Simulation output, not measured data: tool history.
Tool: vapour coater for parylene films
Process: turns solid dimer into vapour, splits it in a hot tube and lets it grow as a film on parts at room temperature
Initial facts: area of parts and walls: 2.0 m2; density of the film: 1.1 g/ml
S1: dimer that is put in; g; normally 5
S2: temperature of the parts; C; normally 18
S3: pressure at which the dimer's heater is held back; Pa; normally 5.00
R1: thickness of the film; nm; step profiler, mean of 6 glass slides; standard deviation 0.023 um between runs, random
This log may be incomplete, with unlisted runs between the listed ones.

run 1 hour=0.0 | S1=5 S2=18 S3=5.00 | R1=1370
run 2 hour=47.2 | S1=5 S2=18 S3=5.00 | R1=1350
run 3 hour=115.1 | S1=5 S2=18 S3=5.00 | R1=1360
run 4 hour=187.1 | S1=5 S2=18 S3=5.00 | R1=1330
-- hour=257.7 trap's valve overhauled
run 5 hour=264.8 | S1=5 S2=18 S3=5.00 | R1=1200
run 6 hour=319.0 | S1=3 S2=18 S3=5.00 | R1=670
run 7 hour=355.9 | S1=3 S2=18 S3=5.00 | R1=730
run 8 hour=424.2 | S1=5 S2=18 S3=5.00 | R1=1130
run 9 hour=502.3 | S1=5 S2=18 S3=5.00 | R1=1090
run 10 hour=569.0 | S1=5 S2=18 S3=5.00 | R1=1080
-- hour=617.8 trap's valve overhauled, once more
run 11 hour=646.5 | S1=2 S2=18 S3=2.98 | R1=640
run 12 hour=692.0 | S1=2 S2=18 S3=2.98 | R1=680
run 13 hour=729.2 | S1=2 S2=18 S3=2.98 | R1=630
run 14 hour=795.0 | S1=2 S2=18 S3=2.98 | R1=670
run 15 hour=835.9 | S1=5 S2=14 S3=3.90 | R1=1670
run 16 hour=896.8 | S1=5 S2=14 S3=8.15 | R1=1410
run 17 hour=965.5 | S1=3 S2=18 S3=5.10 | R1=830
run 18 hour=1019.5 | S1=7 S2=24 S3=11.52 | R1=1300
run 19 hour=1093.5 | S1=7 S2=24 S3=11.52 | R1=1300

Branching from run 19: 4 alternative next runs. What would each branch give?
run A hour=1154.1 | S1=7 S2=10 S3=6.79 | R1=?
run B hour=1154.1 | S1=5 S2=24 S3=3.57 | R1=?
run C hour=1154.1 | S1=2 S2=12 S3=3.91 | R1=?
run D hour=1154.1 | S1=7 S2=14 S3=5.61 | R1=?

run=A R1=2170
run=B R1=1210
run=C R1=650
run=D R1=2070
The same runs, with their run-to-run variation unchanged, on a tool lacking any hidden condition would have given:
run=A R1=2490
run=B R1=1390
run=C R1=750
run=D R1=2370

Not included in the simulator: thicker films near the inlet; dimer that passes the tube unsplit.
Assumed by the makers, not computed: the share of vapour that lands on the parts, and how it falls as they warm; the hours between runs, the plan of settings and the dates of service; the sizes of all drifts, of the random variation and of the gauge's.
